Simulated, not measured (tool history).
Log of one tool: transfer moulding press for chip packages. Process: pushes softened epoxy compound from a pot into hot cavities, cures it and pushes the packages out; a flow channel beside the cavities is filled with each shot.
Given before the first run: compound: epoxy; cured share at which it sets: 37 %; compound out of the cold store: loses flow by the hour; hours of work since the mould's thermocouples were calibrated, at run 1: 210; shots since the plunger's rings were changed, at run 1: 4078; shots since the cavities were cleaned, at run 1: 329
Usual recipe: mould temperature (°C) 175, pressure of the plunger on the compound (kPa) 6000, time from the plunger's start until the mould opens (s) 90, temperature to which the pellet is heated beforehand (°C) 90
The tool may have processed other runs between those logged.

run	hour	mould temperature (°C)	pressure of the plunger on the compound (kPa)	time from the plunger's start until the mould opens (s)	temperature to which the pellet is heated beforehand (°C)	hours of work since the mould's thermocouples were calibrated	shots since the plunger's rings were changed	shots since the cavities were cleaned	incoming compound's hours out of the cold store	length that the compound runs in the flow channel (mm)	greatest force on the pins that push the packages out (N)
1	0.0	175	6000	90	90	210	4078	329	9.5	960	388
2	18.5	175	6000	90	90	220	4288	539	35.5	821	385
# hour 38.6: plunger's sealing rings changed
3	43.8	175	6000	90	90	234	59	799	22.8	915	423
4	64.8	175	6000	90	90	246	299	1039	22.1	912	433
# hour 69.4: cavities cleaned with cleaning compound and waxed
5	101.6	175	6000	90	97	267	701	367	46.9	792	366
6	131.8	175	6000	90	90	284	1045	711	22.7	908	419
# hour 166.6: cavities cleaned with cleaning compound and waxed
7	172.6	175	6000	90	90	307	1493	69	42.8	807	284
8	201.9	175	6000	90	90	325	1826	402	27.5	873	391
9	243.9	175	6000	90	93	349	2305	881	43.8	795	423
# hour 263.1: cavities cleaned with cleaning compound and waxed
10	269.4	170	6000	90	90	363	2578	72	24.8	910	428
11	289.8	175	6000	90	90	375	2811	305	13.5	944	374
12	330.8	175	6000	90	90	399	3278	772	31.1	848	417
# hour 360.0: cavities cleaned with cleaning compound and waxed
13	372.2	175	6000	90	80	422	3733	139	14.2	932	342
# hour 376.4: mould's thermocouples calibrated
14	410.7	175	6000	90	80	20	4149	555	40.7	796	393
# hour 443.1: plunger's sealing rings changed
15	449.8	175	6000	90	80	41	76	971	17.9	945	437
# hour 460.8: cavities cleaned with cleaning compound and waxed
16	473.3	175	6000	90	80	54	327	142	15.9	954	341
# hour 505.1: mould's thermocouples calibrated, once more
17	507.8	175	5300	107	95	2	698	513	40.8	766	337
18	525.3	175	4970	99	88	12	896	711	29.0	795	368
# hour 558.6: cavities cleaned with cleaning compound and waxed
19	562.9	180	4850	114	94	33	1308	49	41.0	715	246
20	602.6	180	4850	114	94	56	1760	501	18.7	809	330

Expected results for the next run?
21	640.7	180	4850	114	86	78	2194	935	42.6	?	?

length that the compound runs in the flow channel (mm): 700
greatest force on the pins that push the packages out (N): 343
If the tool had no hidden condition, the same run with the same run-to-run variation would have returned length that the compound runs in the flow channel (mm) 715, greatest force on the pins that push the packages out (N) 217.

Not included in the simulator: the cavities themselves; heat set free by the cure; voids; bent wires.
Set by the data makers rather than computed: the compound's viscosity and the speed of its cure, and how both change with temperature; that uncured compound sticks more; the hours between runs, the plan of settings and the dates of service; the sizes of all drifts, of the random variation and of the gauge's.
